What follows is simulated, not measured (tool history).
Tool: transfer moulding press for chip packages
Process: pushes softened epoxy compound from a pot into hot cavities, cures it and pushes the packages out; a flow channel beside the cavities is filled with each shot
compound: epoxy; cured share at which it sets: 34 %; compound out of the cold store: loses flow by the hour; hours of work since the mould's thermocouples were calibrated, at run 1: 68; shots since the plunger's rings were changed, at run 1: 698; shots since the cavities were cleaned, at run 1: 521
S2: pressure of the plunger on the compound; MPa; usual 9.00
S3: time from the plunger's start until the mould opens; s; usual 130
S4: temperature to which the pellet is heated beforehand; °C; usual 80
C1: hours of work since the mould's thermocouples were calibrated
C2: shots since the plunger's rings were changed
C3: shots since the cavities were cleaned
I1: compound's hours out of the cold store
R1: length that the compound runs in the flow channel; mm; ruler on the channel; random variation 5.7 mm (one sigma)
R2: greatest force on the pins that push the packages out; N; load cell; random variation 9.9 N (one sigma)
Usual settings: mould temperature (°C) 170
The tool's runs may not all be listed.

Run 1, hour 0.0: usual settings; C1 68; C2 698; C3 521; I1 24.3. Result: R1 984 mm, R2 937 N.
At hour 26.0: cavities cleaned with cleaning compound and waxed.
Run 2, hour 26.9: usual settings but S2 8.22 MPa; C1 80; C2 894; C3 7; I1 29.8. Result: R1 919 mm, R2 513 N.
Run 3, hour 54.5: usual settings but S2 8.22 MPa; C1 94; C2 1107; C3 220; I1 19.9. Result: R1 958 mm, R2 751 N.
Run 4, hour 81.0: usual settings but S2 8.22 MPa; C1 107; C2 1311; C3 424; I1 40.1. Result: R1 881 mm, R2 874 N.
Run 5, hour 107.5: usual settings but S2 8.22 MPa; C1 121; C2 1516; C3 629; I1 36.1. Result: R1 886 mm, R2 949 N.
At hour 120.2: cavities cleaned with cleaning compound and waxed.
Run 6, hour 123.9: usual settings; C1 128; C2 1631; C3 29; I1 25.3. Result: R1 969 mm, R2 521 N.
Run 7, hour 148.5: usual settings; C1 140; C2 1820; C3 218; I1 24.6. Result: R1 981 mm, R2 744 N.
Run 8, hour 171.1: usual settings; C1 152; C2 1995; C3 393; I1 14.7. Result: R1 1006 mm, R2 879 N.
Run 9, hour 200.3: usual settings; C1 166; C2 2220; C3 618; I1 11.7. Result: R1 1020 mm, R2 955 N.
At hour 213.3: cavities cleaned with cleaning compound and waxed.
Run 10, hour 225.4: usual settings; C1 178; C2 2402; C3 93; I1 9.3. Result: R1 1030 mm, R2 618 N.
At hour 243.8: plunger's sealing rings changed.
Run 11, hour 253.4: usual settings; C1 190; C2 74; C3 290; I1 26.8. Result: R1 978 mm, R2 779 N.
Run 12, hour 284.7: usual settings; C1 206; C2 316; C3 532; I1 44.5. Result: R1 904 mm, R2 863 N.
At hour 311.2: cavities cleaned with cleaning compound and waxed.
Run 13, hour 317.9: usual settings but S2 8.42 MPa; C1 222; C2 560; C3 52; I1 25.7. Result: R1 950 mm, R2 540 N.
Run 14, hour 338.8: usual settings but S2 8.42 MPa; C1 232; C2 721; C3 213; I1 24.7. Result: R1 956 mm, R2 763 N.
Run 15, hour 368.4: usual settings but S2 8.42 MPa; C1 247; C2 950; C3 442; I1 33.5. Result: R1 910 mm, R2 880 N.
Run 16, hour 390.8: usual settings but mould temperature (°C) 172, S2 7.45 MPa, S3 118 s, S4 71 °C; C1 258; C2 1122; C3 614; I1 19.0. Result: R1 900 mm, R2 1005 N.
At hour 404.7: cavities cleaned with cleaning compound and waxed.
Run 17, hour 415.8: usual settings but mould temperature (°C) 163, S2 8.07 MPa, S3 160 s, S4 82 °C; C1 270; C2 1304; C3 86; I1 20.4. Result: R1 986 mm, R2 687 N.
Run 18, hour 434.3: usual settings but mould temperature (°C) 168, S4 77 °C; C1 279; C2 1446; C3 228; I1 30.1. Result: R1 967 mm, R2 850 N.
Run 19, hour 465.2: usual settings but mould temperature (°C) 172, S2 8.83 MPa, S3 162 s, S4 72 °C; C1 294; C2 1685; C3 467; I1 36.7. Result: R1 900 mm, R2 684 N.
Run 20, hour 488.9: usual settings but S2 10.44 MPa, S3 121 s, S4 79 °C; C1 306; C2 1868; C3 650; I1 10.5. Result: R1 1107 mm, R2 1148 N.
At hour 498.4: cavities cleaned with cleaning compound and waxed.
Run 21, hour 506.8: usual settings but S2 10.44 MPa, S3 121 s, S4 79 °C; C1 314; C2 1995; C3 66; I1 18.2. Result: R1 1076 mm, R2 655 N.
Run 22, hour 535.6: usual settings but mould temperature (°C) 178, S2 7.46 MPa, S3 145 s, S4 81 °C; C1 329; C2 2216; C3 287; I1 33.4. Result: R1 816 mm, R2 593 N.
Run 23, hour 556.7: usual settings but mould temperature (°C) 177, S2 10.69 MPa, S3 145 s, S4 81 °C; C1 339; C2 2379; C3 450; I1 15.1. Result: R1 1042 mm, R2 693 N.
At hour 578.6: plunger's sealing rings changed.
Run 24, hour 584.3: usual settings but mould temperature (°C) 177, S2 10.69 MPa, S3 145 s, S4 81 °C; C1 352; C2 44; C3 644; I1 12.2. Result: R1 1096 mm, R2 760 N.
At hour 595.1: cavities cleaned with cleaning compound and waxed.
Run 25, hour 600.4: usual settings but mould temperature (°C) 168, S2 9.16 MPa, S3 145 s, S4 81 °C; C1 359; C2 156; C3 40; I1 28.2. Result: R1 989 mm, R2 511 N.
Run 26, hour 614.8: usual settings but mould temperature (°C) 173, S2 9.16 MPa, S3 149 s, S4 81 °C; C1 366; C2 267; C3 151; I1 38.4. Result: R1 928 mm, R2 550 N.
Run 27, hour 630.8: usual settings but mould temperature (°C) 164, S2 7.48 MPa, S3 119 s, S4 84 °C; C1 374; C2 391; C3 275; I1 45.5. Result: R1 856 mm, R2 1316 N.
Run 28, hour 653.0: usual settings but S3 122 s, S4 81 °C; C1 385; C2 563; C3 447; I1 23.9. Result: R1 999 mm, R2 1012 N.

4 ways to go on from here, each from the tool as it stands after run 28. What would each give?
Run A, hour 665.8: usual settings but mould temperature (°C) 164, S2 7.76 MPa, S3 129 s, S4 81 °C; C1 391; C2 662; C3 546; I1 13.2. Result: R1 ?, R2 ?.
Run B, hour 665.8: usual settings but S3 122 s, S4 77 °C; C1 391; C2 662; C3 546; I1 12.7. Result: R1 ?, R2 ?.
Run C, hour 665.8: usual settings but S2 8.97 MPa, S3 122 s, S4 74 °C; C1 391; C2 662; C3 546; I1 15.9. Result: R1 ?, R2 ?.
Run D, hour 665.8: usual settings but mould temperature (°C) 166, S3 166 s, S4 90 °C; C1 391; C2 662; C3 546; I1 9.8. Result: R1 ?, R2 ?.

run    R1    R2
  A   994  1498
  B  1033  1045
  C  1031  1042
  D  1056   834
Without the tool's hidden state the same runs would have given:
run    R1   R2
  A   997  734
  B  1036  518
  C  1034  518
  D  1059  421

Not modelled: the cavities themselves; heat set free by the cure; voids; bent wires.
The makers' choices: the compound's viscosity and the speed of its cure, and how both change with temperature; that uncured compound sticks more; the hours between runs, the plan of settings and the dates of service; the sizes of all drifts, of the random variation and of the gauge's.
